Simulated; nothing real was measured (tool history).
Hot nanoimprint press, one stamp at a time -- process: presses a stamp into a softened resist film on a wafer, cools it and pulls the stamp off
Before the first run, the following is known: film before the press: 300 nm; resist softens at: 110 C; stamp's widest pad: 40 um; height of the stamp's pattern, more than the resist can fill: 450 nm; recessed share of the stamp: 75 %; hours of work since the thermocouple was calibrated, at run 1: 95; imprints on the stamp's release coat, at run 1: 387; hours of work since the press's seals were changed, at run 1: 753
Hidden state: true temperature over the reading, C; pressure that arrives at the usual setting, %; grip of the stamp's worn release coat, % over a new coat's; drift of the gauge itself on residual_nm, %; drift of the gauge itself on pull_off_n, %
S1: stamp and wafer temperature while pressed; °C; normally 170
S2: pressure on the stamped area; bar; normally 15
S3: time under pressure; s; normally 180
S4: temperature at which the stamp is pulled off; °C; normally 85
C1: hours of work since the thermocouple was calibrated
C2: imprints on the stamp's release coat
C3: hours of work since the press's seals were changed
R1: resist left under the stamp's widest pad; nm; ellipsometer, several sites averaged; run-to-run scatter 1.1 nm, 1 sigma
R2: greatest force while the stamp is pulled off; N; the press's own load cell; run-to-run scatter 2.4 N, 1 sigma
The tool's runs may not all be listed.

run     day   S1    S2   S3  S4   C1   C2   C3     R1   R2
  1       0  170    15  180  85   95  387  753    177  170
  2   2.371  170  11.3  180  85  140  660  799  192.8  172
      3.312  -- stamp cleaned and given a new release coat
  3   4.521  170  11.3  180  85  176  138  835  193.2  169
  4   6.075  170  11.3  180  85  206  317  864  194.6  168
      8.504  -- press's hydraulic seals changed and the load cell set to zero
  5       9  170  11.3  180  92  255  615    9  191.4  158
       10.2  -- stamp cleaned and given a new release coat
  6    10.8  170    15  180  85  285   69   39  179.2  167
     11.096  -- plate thermocouple calibrated
  7  13.267  170    15  180  85   41  338   84  179.1  169
  8  16.125  170    15  180  85   96  666  138  179.2  174
     17.146  -- stamp cleaned and given a new release coat
     19.367  -- plate thermocouple calibrated, once more
  9  19.367  165    15  180  85    0  241  193    206  169
 10  22.312  165    15  302  87   56  579  249  178.4  169
     23.996  -- stamp cleaned and given a new release coat
 11  25.908  165    15  302  87  120  220  313  180.2  168
 12  29.142  171   9.8  180  74  182  591  375  194.1  199
     30.575  -- stamp cleaned and given a new release coat
 13  32.738  174   9.8  100  74  246  248  439  210.3  192
 14  34.492  180  17.2  188  91  279  450  472  112.7  159
     35.633  -- plate thermocouple calibrated
     37.358  -- stamp cleaned and given a new release coat
 15  37.917  180  17.2  188  91   39   64  530  109.8  152

The next listed run, before its measurement:
 16  40.417  180  17.2  188  91  86  351  578   ?   ?

Run 16 gave R1 110.3 nm, R2 156 N.
Were there no unlogged condition in the tool, this run, its random variation unchanged, would have produced R1 107.6 nm, R2 151 N.
